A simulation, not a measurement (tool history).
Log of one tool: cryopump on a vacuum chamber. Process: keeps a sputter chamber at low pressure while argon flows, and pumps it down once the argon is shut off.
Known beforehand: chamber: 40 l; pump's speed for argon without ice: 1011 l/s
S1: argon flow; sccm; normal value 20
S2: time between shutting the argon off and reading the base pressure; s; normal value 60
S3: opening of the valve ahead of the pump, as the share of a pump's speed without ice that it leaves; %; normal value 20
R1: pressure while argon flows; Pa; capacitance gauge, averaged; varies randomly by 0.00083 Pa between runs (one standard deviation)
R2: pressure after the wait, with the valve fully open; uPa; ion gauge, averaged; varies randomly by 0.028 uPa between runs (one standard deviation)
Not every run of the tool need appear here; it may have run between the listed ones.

run    hour  S1   S2  S3      R1    R2
  1       0  20   60  20    0.17  2.18
  2    33.3  20   46  20  0.1689  2.57
  3    69.9  20   32  20  0.1702  3.16
  4     102  20   32  20  0.1713  3.25
  5     140   9   60  20  0.0767  2.33
  6     187   9   60  20   0.077  2.42
  7   214.8  20   60  20  0.1706  2.44
  8   257.7  20  277  20  0.1725  1.73
  9     281  20  277  20  0.1718  1.75
 10   315.5  20  277  20  0.1705  1.83
 11   341.5  20  277  20  0.1723  1.83
 12   388.5  20  277  20  0.1735  1.95
 13   409.9  20  277  20   0.172  1.94
 14   450.1  20   60  20  0.1713  2.74
 15   482.4  20   60  27  0.1287  2.86
 16   520.4  20  153  27  0.1289  2.31
 17   569.3  20   60  41  0.0876  3.01
 18   606.6  20  242  41  0.0879  2.28
      632.4  -- pump warmed up, emptied and cooled again
 19   663.8  20  242  41  0.0826  2.08
 20   693.8  12   33  41  0.0489  3.68
 21     724  15   51  23  0.1115     3
 22   761.3  12  175  45  0.0449  2.27
 23   810.1  12  175  45  0.0446  2.34
 24   850.5  20   60  30  0.1126  3.15
 25   890.5  24  118  49  0.0843  2.71
 26   930.4  34   60  17  0.3372  3.27
 27   974.8  34   60  17  0.3362   3.3
 28  1024.8  19  120  20  0.1624   2.8
 29  1061.9  20   42  24  0.1415  3.75
 30  1090.6  20   42  24  0.1417  3.89
 31  1137.8  38  183  20  0.3226  2.82
 32  1164.9  22   25  19  0.1984  4.99
 33  1199.1  33   31  18  0.3141  4.67
 34    1242  33   32  39  0.1469  4.66

Forecast each of these 3 alternatives for the next run:
  A  1269.7  33  32  30   ?   ?
  B  1269.7  20  60  15   ?   ?
  C  1269.7  33  32  45   ?   ?

run      R1    R2
  A  0.1891  4.55
  B  0.2273  3.66
  C  0.1287  4.54
Take away the tool's hidden state, keep each run's random variation, and the runs would have read:
run      R1    R2
  A  0.1836  2.21
  B  0.2239   1.3
  C  0.1232   2.2
